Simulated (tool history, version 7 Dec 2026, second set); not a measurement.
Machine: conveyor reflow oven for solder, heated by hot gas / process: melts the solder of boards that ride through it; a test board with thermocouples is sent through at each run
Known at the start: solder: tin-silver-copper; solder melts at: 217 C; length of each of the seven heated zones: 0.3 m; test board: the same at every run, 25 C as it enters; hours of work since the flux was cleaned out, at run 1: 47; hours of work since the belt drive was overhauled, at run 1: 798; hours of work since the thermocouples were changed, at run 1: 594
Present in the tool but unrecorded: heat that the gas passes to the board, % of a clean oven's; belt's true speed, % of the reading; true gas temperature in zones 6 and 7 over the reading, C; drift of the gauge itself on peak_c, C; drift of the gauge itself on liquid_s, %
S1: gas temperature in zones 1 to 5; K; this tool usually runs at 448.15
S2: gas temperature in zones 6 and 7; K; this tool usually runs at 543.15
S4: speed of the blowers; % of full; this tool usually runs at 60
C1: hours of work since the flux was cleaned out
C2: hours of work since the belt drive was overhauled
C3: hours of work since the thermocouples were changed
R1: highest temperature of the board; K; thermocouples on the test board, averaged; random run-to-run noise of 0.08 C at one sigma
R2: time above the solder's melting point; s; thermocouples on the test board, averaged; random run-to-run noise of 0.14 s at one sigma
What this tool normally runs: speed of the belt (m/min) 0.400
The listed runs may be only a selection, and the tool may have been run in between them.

Run 1, day 0.000: usual settings; C1 47; C2 798; C3 594. Result: R1 529.25 K, R2 72.0 s.
Run 2, day 1.538: usual settings but S4 57 % of full; C1 63; C2 814; C3 610. Result: R1 528.69 K, R2 72.0 s.
Run 3, day 3.188: usual settings but S4 57 % of full; C1 80; C2 831; C3 628. Result: R1 528.57 K, R2 71.6 s.
Run 4, day 4.921: usual settings but S4 57 % of full; C1 99; C2 849; C3 646. Result: R1 528.50 K, R2 71.7 s.
Run 5, day 5.742: usual settings; C1 107; C2 858; C3 654. Result: R1 529.09 K, R2 72.2 s.
Run 6, day 6.633: usual settings; C1 116; C2 867; C3 664. Result: R1 528.85 K, R2 72.2 s.
Run 7, day 8.000: usual settings; C1 131; C2 881; C3 678. Result: R1 529.03 K, R2 72.4 s.
Run 8, day 9.354: usual settings; C1 145; C2 896; C3 692. Result: R1 529.15 K, R2 72.2 s.
Run 9, day 10.962: usual settings but speed of the belt (m/min) 0.449; C1 162; C2 912; C3 709. Result: R1 525.14 K, R2 60.4 s.
Run 10, day 12.442: usual settings but S2 556.15 K, speed of the belt (m/min) 0.449; C1 177; C2 928; C3 724. Result: R1 536.46 K, R2 68.4 s.
Run 11, day 14.046: usual settings but S2 556.15 K, speed of the belt (m/min) 0.449; C1 194; C2 945; C3 741. Result: R1 536.25 K, R2 68.6 s.
Run 12, day 15.608: usual settings but S2 556.15 K, speed of the belt (m/min) 0.449; C1 210; C2 961; C3 758. Result: R1 536.24 K, R2 68.3 s.
At day 16.662: flux residue cleaned out of gas plates and filters.
Run 13, day 17.358: usual settings but S2 556.15 K, speed of the belt (m/min) 0.449; C1 7; C2 977; C3 774. Result: R1 537.11 K, R2 68.8 s.
Run 14, day 18.950: usual settings but S2 556.15 K, speed of the belt (m/min) 0.449; C1 24; C2 994; C3 790. Result: R1 536.94 K, R2 68.8 s.
Run 15, day 20.538: usual settings but S2 556.15 K, speed of the belt (m/min) 0.449; C1 41; C2 1010; C3 807. Result: R1 536.97 K, R2 68.9 s.
Run 16, day 22.079: usual settings but S2 556.15 K, speed of the belt (m/min) 0.449; C1 57; C2 1027; C3 823. Result: R1 537.00 K, R2 69.1 s.
Run 17, day 23.121: usual settings but S1 463.15 K, S2 557.15 K, speed of the belt (m/min) 0.324, S4 59 % of full; C1 68; C2 1037; C3 834. Result: R1 549.54 K, R2 112.4 s.
Run 18, day 24.288: usual settings but S1 463.15 K, S2 557.15 K, speed of the belt (m/min) 0.324, S4 59 % of full; C1 80; C2 1050; C3 846. Result: R1 549.63 K, R2 112.2 s.
Run 19, day 25.592: usual settings but S1 454.15 K, S2 557.15 K, speed of the belt (m/min) 0.324, S4 59 % of full; C1 93; C2 1063; C3 860. Result: R1 548.74 K, R2 107.7 s.
At day 26.154: belt drive overhauled, speed set with a stopwatch.
Run 20, day 27.533: usual settings but S1 454.15 K, S2 557.15 K, speed of the belt (m/min) 0.324, S4 59 % of full; C1 112; C2 14; C3 878. Result: R1 548.02 K, R2 105.3 s.
Run 21, day 28.958: usual settings but speed of the belt (m/min) 0.339, S4 70 % of full; C1 127; C2 29; C3 893. Result: R1 534.60 K, R2 89.7 s.
Run 22, day 29.746: usual settings but S1 435.15 K, speed of the belt (m/min) 0.383; C1 135; C2 38; C3 902. Result: R1 528.12 K, R2 68.6 s.
Run 23, day 31.275: usual settings but S2 537.15 K, speed of the belt (m/min) 0.347; C1 151; C2 54; C3 918. Result: R1 527.23 K, R2 81.8 s.
Run 24, day 32.725: usual settings but S2 550.15 K, S4 61 % of full; C1 166; C2 69; C3 933. Result: R1 535.33 K, R2 75.2 s.
Run 25, day 34.296: usual settings but S1 463.15 K, S2 558.15 K, S4 65 % of full; C1 183; C2 85; C3 949. Result: R1 545.11 K, R2 87.4 s.
Run 26, day 35.900: usual settings but S1 453.15 K, speed of the belt (m/min) 0.432, S4 52 % of full; C1 200; C2 102; C3 966. Result: R1 525.61 K, R2 64.2 s.
Run 27, day 36.792: usual settings but S1 453.15 K, speed of the belt (m/min) 0.432, S4 52 % of full; C1 209; C2 111; C3 975. Result: R1 525.57 K, R2 64.1 s.
Run 28, day 37.688: usual settings but S1 435.15 K, speed of the belt (m/min) 0.432, S4 87 % of full; C1 218; C2 121; C3 985. Result: R1 527.59 K, R2 60.2 s.
At day 37.971: flux residue cleaned out of gas plates and filters.
Run 29, day 39.571: usual settings but S1 435.15 K, speed of the belt (m/min) 0.432, S4 87 % of full; C1 17; C2 138; C3 1002. Result: R1 528.50 K, R2 60.9 s.
Run 30, day 41.217: usual settings but S2 555.15 K; C1 34; C2 155; C3 1020. Result: R1 540.09 K, R2 78.4 s.

Alternative continuations, all from the tool just after run 30; predict every row:
Run A, day 43.008: usual settings but S1 454.15 K, S2 539.15 K; C1 53; C2 174; C3 1038. Result: R1 ?, R2 ?.
Run B, day 43.008: usual settings but S2 555.15 K, S4 73 % of full; C1 53; C2 174; C3 1038. Result: R1 ?, R2 ?.
Run C, day 43.008: usual settings but speed of the belt (m/min) 0.345; C1 53; C2 174; C3 1038. Result: R1 ?, R2 ?.

run      R1    R2
  A  526.70  72.3
  B  541.87  80.0
  C  533.56  87.3
Without the tool's unlogged condition, the same runs would have read:
run      R1    R2
  A  525.86  71.4
  B  541.06  79.2
  C  532.65  86.3

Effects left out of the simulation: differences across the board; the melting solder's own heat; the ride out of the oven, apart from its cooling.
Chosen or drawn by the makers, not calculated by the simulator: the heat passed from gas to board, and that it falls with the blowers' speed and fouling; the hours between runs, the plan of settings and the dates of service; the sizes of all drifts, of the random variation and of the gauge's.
